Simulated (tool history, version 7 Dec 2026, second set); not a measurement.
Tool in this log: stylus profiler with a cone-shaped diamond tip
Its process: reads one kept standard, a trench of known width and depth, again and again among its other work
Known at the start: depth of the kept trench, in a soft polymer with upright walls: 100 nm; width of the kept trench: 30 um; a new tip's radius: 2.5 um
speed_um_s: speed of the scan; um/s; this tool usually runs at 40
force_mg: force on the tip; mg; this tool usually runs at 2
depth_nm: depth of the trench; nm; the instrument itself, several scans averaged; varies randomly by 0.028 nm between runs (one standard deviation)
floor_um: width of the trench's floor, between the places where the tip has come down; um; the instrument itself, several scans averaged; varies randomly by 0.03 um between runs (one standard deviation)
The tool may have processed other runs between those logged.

run     day  speed_um_s  force_mg  depth_nm  floor_um
  1       0          40         2    101.46     28.39
  2   0.875          40         2    101.48     28.44
  3   1.808          40      1.77    101.38     28.35
  4   2.862          40      1.57    101.22     28.38
  5   4.288          40      1.46    101.16     28.44
  6   5.162          40      1.46    101.14     28.45
  7   6.258          40         2    101.43     28.43
  8   7.725          40         2    101.43     28.39
  9   8.625          39         2    101.44     28.42
 10     9.8          39         2    101.42     28.43
 11    10.9          39         2    101.42     28.41
 12    12.2          38         2    101.43      28.4
 13  13.062          39      0.95    100.85     28.33
 14  14.375          14      0.81    100.75     28.48
 15  15.788          14      0.81     100.8     28.46
 16  16.992          11      1.27    101.02     28.56
 17  18.554          11      1.27    101.04     28.54
 18  19.279          77      0.82    100.81     28.05

Branching from run 18: 3 alternative next runs. What would each branch give?
  A  20.583          33      0.82         ?         ?
  B  20.583          78      0.92         ?         ?
  C  20.583          31         2         ?         ?

run  depth_nm  floor_um
  A    100.72     28.35
  B    100.81     28.05
  C    101.42     28.43
The same runs, with their run-to-run variation unchanged, on a tool lacking any hidden condition would have given:
run  depth_nm  floor_um
  A    100.77      28.4
  B    100.85     28.09
  C    101.47     28.47
